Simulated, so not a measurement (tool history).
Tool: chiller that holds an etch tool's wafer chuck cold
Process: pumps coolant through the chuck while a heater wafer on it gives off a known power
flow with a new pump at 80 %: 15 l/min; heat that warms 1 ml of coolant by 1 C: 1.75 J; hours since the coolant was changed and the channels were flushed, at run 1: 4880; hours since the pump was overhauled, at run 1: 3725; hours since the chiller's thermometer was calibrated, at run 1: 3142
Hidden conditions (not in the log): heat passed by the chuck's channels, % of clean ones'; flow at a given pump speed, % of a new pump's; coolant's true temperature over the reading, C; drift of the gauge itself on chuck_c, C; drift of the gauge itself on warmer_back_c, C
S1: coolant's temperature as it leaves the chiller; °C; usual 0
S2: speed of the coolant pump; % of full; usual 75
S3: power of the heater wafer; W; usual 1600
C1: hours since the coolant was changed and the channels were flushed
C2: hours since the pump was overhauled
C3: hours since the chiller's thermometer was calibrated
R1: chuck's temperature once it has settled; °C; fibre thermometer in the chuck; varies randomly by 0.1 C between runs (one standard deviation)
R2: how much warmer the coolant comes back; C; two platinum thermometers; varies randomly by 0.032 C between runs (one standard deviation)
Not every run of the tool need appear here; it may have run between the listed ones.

run 1 hour=0 | S1=0 S2=75 S3=1600 | C1=4880 C2=3725 C3=3142 | R1=11.1 R2=3.84
run 2 hour=160.4 | S1=0 S2=75 S3=1600 | C1=5040 C2=3885 C3=3302 | R1=11 R2=3.91
run 3 hour=284.4 | S1=-4 S2=75 S3=1600 | C1=5164 C2=4009 C3=3426 | R1=7.2 R2=3.93
run 4 hour=414.3 | S1=9 S2=75 S3=1600 | C1=5294 C2=4139 C3=3556 | R1=20.1 R2=4.03
run 5 hour=534.5 | S1=0 S2=75 S3=1308 | C1=5414 C2=4259 C3=3676 | R1=9.1 R2=3.3
-- hour=553.1 chiller's thermometer calibrated
run 6 hour=696.9 | S1=0 S2=75 S3=1308 | C1=5576 C2=4421 C3=144 | R1=9.2 R2=3.29
run 7 hour=820.6 | S1=0 S2=75 S3=1600 | C1=5699 C2=4545 C3=268 | R1=11.1 R2=4.01
run 8 hour=970.7 | S1=1 S2=75 S3=1600 | C1=5849 C2=4695 C3=418 | R1=12.1 R2=4.03
run 9 hour=1069.2 | S1=1 S2=75 S3=1600 | C1=5948 C2=4793 C3=516 | R1=12 R2=4.06
run 10 hour=1163.3 | S1=4 S2=75 S3=1600 | C1=6042 C2=4887 C3=610 | R1=15.2 R2=4.05
run 11 hour=1294 | S1=4 S2=75 S3=2060 | C1=6173 C2=5018 C3=741 | R1=18.4 R2=5.21
run 12 hour=1375.3 | S1=4 S2=75 S3=2060 | C1=6254 C2=5099 C3=822 | R1=18.2 R2=5.27
run 13 hour=1464.4 | S1=4 S2=75 S3=2060 | C1=6343 C2=5188 C3=911 | R1=18.4 R2=5.26
run 14 hour=1587.5 | S1=4 S2=75 S3=2060 | C1=6466 C2=5311 C3=1034 | R1=18.3 R2=5.27
run 15 hour=1709.8 | S1=4 S2=75 S3=2060 | C1=6588 C2=5434 C3=1157 | R1=18.4 R2=5.3
run 16 hour=1819.5 | S1=4 S2=75 S3=2060 | C1=6698 C2=5543 C3=1266 | R1=18.3 R2=5.35
run 17 hour=1924.1 | S1=6 S2=91 S3=1777 | C1=6803 C2=5648 C3=1371 | R1=16.9 R2=3.81
run 18 hour=2090.3 | S1=6 S2=91 S3=1777 | C1=6969 C2=5814 C3=1537 | R1=16.6 R2=3.87
run 19 hour=2259.3 | S1=6 S2=91 S3=1777 | C1=7138 C2=5983 C3=1706 | R1=16.8 R2=3.94
run 20 hour=2369.5 | S1=0 S2=61 S3=1600 | C1=7248 C2=6093 C3=1816 | R1=13 R2=5.22
run 21 hour=2520.5 | S1=10 S2=75 S3=1600 | C1=7399 C2=6244 C3=1967 | R1=21.1 R2=4.36
run 22 hour=2656.4 | S1=0 S2=91 S3=1251 | C1=7535 C2=6380 C3=2103 | R1=7.6 R2=2.92
run 23 hour=2778.2 | S1=-4 S2=87 S3=975 | C1=7657 C2=6502 C3=2225 | R1=2 R2=2.5
run 24 hour=2866.2 | S1=0 S2=75 S3=850 | C1=7745 C2=6590 C3=2313 | R1=6 R2=2.56
run 25 hour=2991.2 | S1=-3 S2=95 S3=1886 | C1=7870 C2=6715 C3=2438 | R1=8 R2=4.1
run 26 hour=3107 | S1=6 S2=77 S3=834 | C1=7986 C2=6831 C3=2554 | R1=11.7 R2=2.52
-- hour=3115 gauge calibrated
run 27 hour=3188.1 | S1=6 S2=77 S3=834 | C1=8067 C2=6912 C3=2635 | R1=11.7 R2=2.01
run 28 hour=3287.7 | S1=6 S2=77 S3=834 | C1=8166 C2=7012 C3=2735 | R1=11.6 R2=2
run 29 hour=3402.8 | S1=-5 S2=95 S3=1754 | C1=8281 C2=7127 C3=2850 | R1=5.2 R2=3.44
run 30 hour=3500.7 | S1=7 S2=96 S3=915 | C1=8379 C2=7225 C3=2948 | R1=12.3 R2=1.8
run 31 hour=3658.2 | S1=4 S2=96 S3=915 | C1=8537 C2=7382 C3=3105 | R1=9.3 R2=1.82
run 32 hour=3751.9 | S1=4 S2=96 S3=980 | C1=8631 C2=7476 C3=3199 | R1=9.7 R2=1.87

Per-run results on a tool with no hidden state, each run keeping its own random variation:
run=1 R2=3.83
run=2 R2=3.88
run=3 R2=3.88
run=4 R2=3.96
run=5 R2=3.21
run=6 R2=3.18
run=7 R2=3.88
run=8 R2=3.88
run=9 R2=3.89
run=10 R2=3.87
run=11 R2=5.01
run=12 R2=5.05
run=13 R2=5.03
run=14 R2=5.02
run=15 R2=5.03
run=16 R2=5.06
run=17 R2=3.51
run=18 R2=3.54
run=19 R2=3.58
run=20 R2=4.85
run=21 R2=3.96
run=22 R2=2.5
run=23 R2=2.07
run=24 R2=2.11
run=25 R2=3.63
run=26 R2=2.04
run=27 R2=1.99
run=28 R2=1.97
run=29 R2=3.4
run=30 R2=1.73
run=31 R2=1.74
run=32 R2=1.77
R1: differs from the measured result by no more than 0.1 °C in any run.
